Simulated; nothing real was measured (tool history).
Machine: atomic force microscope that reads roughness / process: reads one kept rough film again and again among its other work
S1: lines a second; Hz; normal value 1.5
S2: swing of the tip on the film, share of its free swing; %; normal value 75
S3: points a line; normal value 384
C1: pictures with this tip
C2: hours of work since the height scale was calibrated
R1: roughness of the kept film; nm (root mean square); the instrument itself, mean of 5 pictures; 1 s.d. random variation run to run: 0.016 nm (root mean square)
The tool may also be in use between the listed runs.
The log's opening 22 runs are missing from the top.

run,hour,S1,S2,S3,C1,C2,R1
23,282.9,2.79,79,389,146,18,3.395
24,297.3,2.79,79,389,181,29,3.308
25,311.1,2.01,78,401,215,40,3.422
# hour 314.3: new tip fitted
26,319.1,2.01,78,401,12,46,3.691
27,335.3,2.01,74,401,51,58,3.723
28,345.8,2.57,61,401,77,66,3.77
29,361.8,2.59,56,401,116,79,3.799
30,376.2,1.5,67,506,151,90,3.69
31,388.5,2.07,63,953,181,99,3.638
32,403.7,3.19,75,382,218,111,3.299
# hour 405.3: new tip fitted
33,415.9,1.5,69,631,25,120,3.871
34,427.1,1.39,76,846,53,129,3.768
35,436,1.71,78,315,74,136,3.608
36,446.4,1.5,56,849,100,144,3.867
37,463.6,1.5,56,849,141,157,3.821
38,474.9,1.5,56,849,169,166,3.74
39,492.1,1.5,60,432,211,179,3.66

Alternative continuations, all from the tool just after run 39; predict every row:
# hour 497.1: new tip fitted
A,508.8,1.44,63,444,28,192,?
# hour 497.1: new tip fitted
B,508.8,1.5,60,535,28,192,?
# hour 497.1: new tip fitted
C,508.8,1.5,75,368,28,192,?

run,R1
A,3.95
B,3.969
C,3.827
Without the tool's hidden state the same runs would have given:
run,R1
A,4.005
B,4.024
C,3.881
